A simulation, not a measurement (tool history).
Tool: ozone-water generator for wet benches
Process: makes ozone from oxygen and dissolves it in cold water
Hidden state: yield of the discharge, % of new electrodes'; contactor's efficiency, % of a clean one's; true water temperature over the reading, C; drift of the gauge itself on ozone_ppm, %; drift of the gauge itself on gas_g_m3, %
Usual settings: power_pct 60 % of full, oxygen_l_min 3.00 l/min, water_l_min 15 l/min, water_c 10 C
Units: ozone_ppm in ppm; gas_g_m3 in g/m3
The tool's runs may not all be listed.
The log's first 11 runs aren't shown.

run    hour  power_pct  oxygen_l_min  water_l_min  water_c  hours of work since the electrodes were changed  hours of work since the contactor was cleaned  hours of work since the thermometer was calibrated  ozone_ppm  gas_g_m3
 12   468.9         60          3.00           15       11                                             1585                                           1724                                                2798       15.4     142.2
 13   492.1         60          3.00           15       11                                             1606                                           1745                                                2820       15.2     141.8
 14   527.8         60          2.18           15       11                                             1639                                           1778                                                2853       13.9     159.9
 15   571.6         60          2.18           15       11                                             1680                                           1819                                                2893       13.6     159.1
      576.3  -- water thermometer calibrated
 16   608.3         60          2.18           15       11                                             1713                                           1852                                                  30       13.6     159.5
 17   643.3         60          2.18           15       11                                             1746                                           1885                                                  62       13.7     159.3
 18   697.0         60          2.71           14       11                                             1795                                           1934                                                 112       15.6     147.4
 19   726.5         60          2.71           14       11                                             1823                                           1962                                                 139       15.7     148.2
      769.1  -- water thermometer calibrated, once more
 20   775.4         86          5.16           13       11                                             1868                                           2006                                                   6       23.5     142.8
 21   809.1         47          2.59           15       10                                             1899                                           2038                                                  37       12.7     129.0
 22   851.3         47          2.59           15       10                                             1938                                           2077                                                  76       12.6     129.5
 23   888.2         47          2.59           15       10                                             1972                                           2111                                                 110       12.5     128.8
 24   910.5         47          2.59           15       10                                             1993                                           2131                                                 131       12.4     127.4
 25   963.0         60          3.81           15       17                                             2041                                           2180                                                 179       14.9     130.5
 26  1014.2         60          3.81           15       17                                             2088                                           2227                                                 227       14.9     129.5
 27  1064.9         56          1.50           16        9                                             2135                                           2274                                                 274       10.5     174.2
 28  1116.8         62          2.17           12       10                                             2184                                           2322                                                 322       16.6     160.1
 29  1166.5         62          2.17           12       10                                             2229                                           2368                                                 368       16.7     163.1
 30  1208.1         62          2.17           12       10                                             2268                                           2407                                                 406       16.7     159.5
 31  1255.9         62          2.17           12       10                                             2312                                           2451                                                 450       16.9     161.0
 32  1281.1         88          3.00           15        8                                             2336                                           2474                                                 474       19.5     174.0
 33  1315.6         88          3.00           15        8                                             2367                                           2506                                                 506       19.3     173.1

4 ways to go on from here, each from the tool as it stands after run 33. What would each give?
  A  1355.3         63          3.00           14        8                                             2404                                           2543                                                 542          ?         ?
  B  1355.3         63          3.00           12       16                                             2404                                           2543                                                 542          ?         ?
  C  1355.3         49          2.86           15        6                                             2404                                           2543                                                 542          ?         ?
  D  1355.3         60          4.36           11       11                                             2404                                           2543                                                 542          ?         ?

run  ozone_ppm  gas_g_m3
  A       16.9     142.4
  B       17.1     143.2
  C       13.5     126.1
  D       20.3     122.0
Without the tool's hidden state the same runs would have given:
run  ozone_ppm  gas_g_m3
  A       18.2     150.7
  B       18.4     151.4
  C       14.4     132.2
  D       21.7     128.8
